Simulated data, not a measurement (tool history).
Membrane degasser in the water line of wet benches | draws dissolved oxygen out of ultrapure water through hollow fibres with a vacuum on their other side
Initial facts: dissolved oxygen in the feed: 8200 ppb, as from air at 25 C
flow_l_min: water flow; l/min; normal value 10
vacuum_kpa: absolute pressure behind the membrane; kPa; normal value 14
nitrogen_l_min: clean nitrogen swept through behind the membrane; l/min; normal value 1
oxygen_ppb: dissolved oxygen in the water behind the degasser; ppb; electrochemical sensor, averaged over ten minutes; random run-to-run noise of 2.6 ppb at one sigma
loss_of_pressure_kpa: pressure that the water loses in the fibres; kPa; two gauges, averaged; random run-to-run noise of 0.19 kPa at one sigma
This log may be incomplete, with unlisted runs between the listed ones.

{"run": 1, "hour": 0.0, "flow_l_min": 10, "vacuum_kpa": 14, "nitrogen_l_min": 1, "oxygen_ppb": 267.6, "loss_of_pressure_kpa": 38.41}
{"run": 2, "hour": 51.2, "flow_l_min": 10, "vacuum_kpa": 14, "nitrogen_l_min": 1, "oxygen_ppb": 263.3, "loss_of_pressure_kpa": 38.53}
{"run": 3, "hour": 74.0, "flow_l_min": 10, "vacuum_kpa": 14, "nitrogen_l_min": 1, "oxygen_ppb": 266.2, "loss_of_pressure_kpa": 38.7}
{"run": 4, "hour": 119.5, "flow_l_min": 10, "vacuum_kpa": 14, "nitrogen_l_min": 0.91, "oxygen_ppb": 290.7, "loss_of_pressure_kpa": 38.62}
{"hour": 123.8, "done": "vacuum gauge calibrated"}
{"run": 5, "hour": 153.0, "flow_l_min": 10, "vacuum_kpa": 14, "nitrogen_l_min": 0.91, "oxygen_ppb": 293.1, "loss_of_pressure_kpa": 38.55}
{"run": 6, "hour": 178.5, "flow_l_min": 10, "vacuum_kpa": 14, "nitrogen_l_min": 0.91, "oxygen_ppb": 297.3, "loss_of_pressure_kpa": 38.09}
{"run": 7, "hour": 228.4, "flow_l_min": 7, "vacuum_kpa": 31, "nitrogen_l_min": 1.21, "oxygen_ppb": 390.4, "loss_of_pressure_kpa": 27.03}
{"hour": 246.8, "done": "vacuum gauge calibrated, once more"}
{"run": 8, "hour": 272.6, "flow_l_min": 7, "vacuum_kpa": 31, "nitrogen_l_min": 1.21, "oxygen_ppb": 391.4, "loss_of_pressure_kpa": 26.93}
{"run": 9, "hour": 309.9, "flow_l_min": 7, "vacuum_kpa": 13.3, "nitrogen_l_min": 0.47, "oxygen_ppb": 353.9, "loss_of_pressure_kpa": 27.08}
{"run": 10, "hour": 350.7, "flow_l_min": 13, "vacuum_kpa": 12.4, "nitrogen_l_min": 2.28, "oxygen_ppb": 148.8, "loss_of_pressure_kpa": 49.71}
{"run": 11, "hour": 390.0, "flow_l_min": 10, "vacuum_kpa": 31.8, "nitrogen_l_min": 1.58, "oxygen_ppb": 443.2, "loss_of_pressure_kpa": 38.41}

4 options for the next run, each taken on its own from the tool as it stands now. Forecast them:
{"run": "A", "hour": 429.3, "flow_l_min": 10, "vacuum_kpa": 31, "nitrogen_l_min": 1, "oxygen_ppb": "?", "loss_of_pressure_kpa": "?"}
{"run": "B", "hour": 429.3, "flow_l_min": 10, "vacuum_kpa": 14, "nitrogen_l_min": 2.05, "oxygen_ppb": "?", "loss_of_pressure_kpa": "?"}
{"run": "C", "hour": 429.3, "flow_l_min": 7, "vacuum_kpa": 14, "nitrogen_l_min": 1, "oxygen_ppb": "?", "loss_of_pressure_kpa": "?"}
{"run": "D", "hour": 429.3, "flow_l_min": 10, "vacuum_kpa": 28.2, "nitrogen_l_min": 1, "oxygen_ppb": "?", "loss_of_pressure_kpa": "?"}

run=A oxygen_ppb=631.4 loss_of_pressure_kpa=38.56
run=B oxygen_ppb=140.2 loss_of_pressure_kpa=38.75
run=C oxygen_ppb=192.1 loss_of_pressure_kpa=26.68
run=D oxygen_ppb=584.2 loss_of_pressure_kpa=37.99
Take away the tool's hidden state, keep each run's random variation, and the runs would have read:
run=A oxygen_ppb=618.4 loss_of_pressure_kpa=38.17
run=B oxygen_ppb=136.4 loss_of_pressure_kpa=38.37
run=C oxygen_ppb=186 loss_of_pressure_kpa=26.42
run=D oxygen_ppb=572.1 loss_of_pressure_kpa=37.61
